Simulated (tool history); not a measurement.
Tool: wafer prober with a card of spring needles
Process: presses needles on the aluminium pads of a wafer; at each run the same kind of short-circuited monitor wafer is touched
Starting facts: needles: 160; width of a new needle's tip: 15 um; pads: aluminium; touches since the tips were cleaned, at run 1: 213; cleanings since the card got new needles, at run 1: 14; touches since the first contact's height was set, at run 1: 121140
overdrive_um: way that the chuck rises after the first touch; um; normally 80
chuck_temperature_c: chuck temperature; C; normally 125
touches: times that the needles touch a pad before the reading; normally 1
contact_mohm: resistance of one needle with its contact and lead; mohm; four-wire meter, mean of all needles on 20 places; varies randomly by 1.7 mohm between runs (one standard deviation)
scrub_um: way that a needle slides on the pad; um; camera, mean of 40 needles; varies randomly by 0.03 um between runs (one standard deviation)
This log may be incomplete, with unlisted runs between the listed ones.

run	hour	overdrive_um	chuck_temperature_c	touches	touches since the tips were cleaned	cleanings since the card got new needles	touches since the first contact's height was set	contact_mohm	scrub_um
1	0	80	125	1	213	14	121140	167	16.24
# hour 15.5: tips cleaned on abrasive film
# hour 34.8: tips cleaned on abrasive film
# hour 54.2: tips cleaned on abrasive film
2	65.8	80	125	1	5424	17	151707	171	16.22
# hour 69.7: tips cleaned on abrasive film
# hour 85.2: tips cleaned on abrasive film
# hour 104.4: tips cleaned on abrasive film
3	104.4	80	125	1	0	20	169568	171	16.28
# hour 123.7: tips cleaned on abrasive film
# hour 143.1: tips cleaned on abrasive film
4	153.7	60	125	1	4969	22	192499	177	12.22
# hour 161.5: tips cleaned on abrasive film
# hour 169.5: height of the first contact set anew
# hour 181.2: tips cleaned on abrasive film
# hour 200.5: tips cleaned on abrasive film
# hour 219.9: tips cleaned on abrasive film
# hour 235.8: tips cleaned on abrasive film
5	235.8	60	125	1	0	27	30747	175	12.19
# hour 255.1: tips cleaned on abrasive film
# hour 274.5: tips cleaned on abrasive film
6	285.7	72	125	1	5224	29	53934	171	14.62
# hour 293.5: tips cleaned on abrasive film
# hour 309: tips cleaned on abrasive film
# hour 328.3: tips cleaned on abrasive film
# hour 347.7: tips cleaned on abrasive film
# hour 367: tips cleaned on abrasive film
7	372	72	125	1	2315	34	93970	173	14.65
# hour 383.6: tips cleaned on abrasive film
# hour 403: tips cleaned on abrasive film
# hour 422.3: tips cleaned on abrasive film
# hour 441.7: tips cleaned on abrasive film
8	442.6	72	125	1	411	38	126716	172	14.61
# hour 458.1: tips cleaned on abrasive film
# hour 477.4: tips cleaned on abrasive film
# hour 496.7: tips cleaned on abrasive film
9	499.9	72	125	1	1455	41	153318	174	14.65
# hour 515.4: tips cleaned on abrasive film
# hour 534.7: tips cleaned on abrasive film
# hour 554: tips cleaned on abrasive film
# hour 573.3: tips cleaned on abrasive film
# hour 590.8: tips cleaned on abrasive film
10	590.8	66	125	1	0	46	195536	174	13.41
# hour 598.8: height of the first contact set anew
# hour 610.5: tips cleaned on abrasive film
# hour 629.8: tips cleaned on abrasive film
# hour 649.2: tips cleaned on abrasive film
# hour 664.7: tips cleaned on abrasive film
11	675.6	80	125	1	5088	50	35625	170	16.27
# hour 683.4: tips cleaned on abrasive film
# hour 702.7: tips cleaned on abrasive film
# hour 718.2: tips cleaned on abrasive film
12	728.9	80	125	1	4995	53	60380	170	16.27
# hour 736.7: tips cleaned on abrasive film
# hour 756.1: tips cleaned on abrasive film
# hour 775.4: tips cleaned on abrasive film
# hour 790.9: tips cleaned on abrasive film
13	796.6	89	47	1	2679	57	91799	152	18.06
# hour 808.3: tips cleaned on abrasive film
# hour 827.6: tips cleaned on abrasive film
# hour 847: tips cleaned on abrasive film
# hour 862.5: tips cleaned on abrasive film
# hour 880.4: tips cleaned on abrasive film
14	880.4	81	111	1	0	62	130653	166	16.45
# hour 899.7: tips cleaned on abrasive film
# hour 919.1: tips cleaned on abrasive film
15	932.3	81	111	1	6148	64	154762	167	16.42
# hour 936.2: tips cleaned on abrasive film
# hour 955.5: tips cleaned on abrasive film
# hour 974.7: tips cleaned on abrasive film
# hour 994: tips cleaned on abrasive film
# hour 1012.3: tips cleaned on abrasive film
16	1012.3	83	112	1	0	69	191889	167	16.88
# hour 1027.8: tips cleaned on abrasive film
# hour 1028.1: height of the first contact set anew
# hour 1047.5: tips cleaned on abrasive film
17	1062.1	83	112	1	6819	71	15799	165	16.84
# hour 1066: tips cleaned on abrasive film
# hour 1085.4: tips cleaned on abrasive film
# hour 1104.7: tips cleaned on abrasive film
18	1112.6	87	102	1	3693	74	39251	163	17.64
# hour 1120.5: tips cleaned on abrasive film
# hour 1139.8: tips cleaned on abrasive film
# hour 1155.3: tips cleaned on abrasive film
# hour 1174.5: tips cleaned on abrasive film
19	1178.3	78	125	2	1795	78	69711	171	15.82
# hour 1193.8: tips cleaned on abrasive film
# hour 1213.2: tips cleaned on abrasive film
# hour 1232.5: tips cleaned on abrasive film
# hour 1248.6: tips cleaned on abrasive film
20	1248.6	60	47	1	0	82	102324	159	12.21
# hour 1267.9: tips cleaned on abrasive film
# hour 1287.3: tips cleaned on abrasive film
# hour 1306.6: tips cleaned on abrasive film
21	1309.2	60	47	1	1218	85	130485	163	12.17
# hour 1324.7: tips cleaned on abrasive film
# hour 1340.2: tips cleaned on abrasive film
# hour 1359.6: tips cleaned on abrasive film
22	1372.8	60	47	1	6151	88	159988	164	12.24
# hour 1376.7: tips cleaned on abrasive film
# hour 1396.1: tips cleaned on abrasive film
# hour 1415.4: tips cleaned on abrasive film
# hour 1434.8: tips cleaned on abrasive film
# hour 1454.1: tips cleaned on abrasive film
# hour 1456.3: height of the first contact set anew
23	1456.3	60	47	1	873	93	0	165	12.2
# hour 1471.8: tips cleaned on abrasive film
# hour 1491.1: tips cleaned on abrasive film
# hour 1506.6: tips cleaned on abrasive film
# hour 1526: tips cleaned on abrasive film
24	1529.9	60	46	1	1835	97	34168	161	12.18

Forecast each of these 3 alternatives for the next run:
# hour 1541.5: tips cleaned on abrasive film
# hour 1560.9: tips cleaned on abrasive film
A	1575.6	99	28	3	6865	99	55405	?	?
# hour 1541.5: tips cleaned on abrasive film
# hour 1560.9: tips cleaned on abrasive film
B	1575.6	63	125	2	6865	99	55405	?	?
# hour 1541.5: tips cleaned on abrasive film
# hour 1560.9: tips cleaned on abrasive film
C	1575.6	79	125	1	6865	99	55405	?	?

run	contact_mohm	scrub_um
A	148	20.14
B	176	12.81
C	173	16.03
Without the tool's unlogged condition, the same runs would have read:
run	contact_mohm	scrub_um
A	147	20.14
B	176	12.81
C	172	16.03
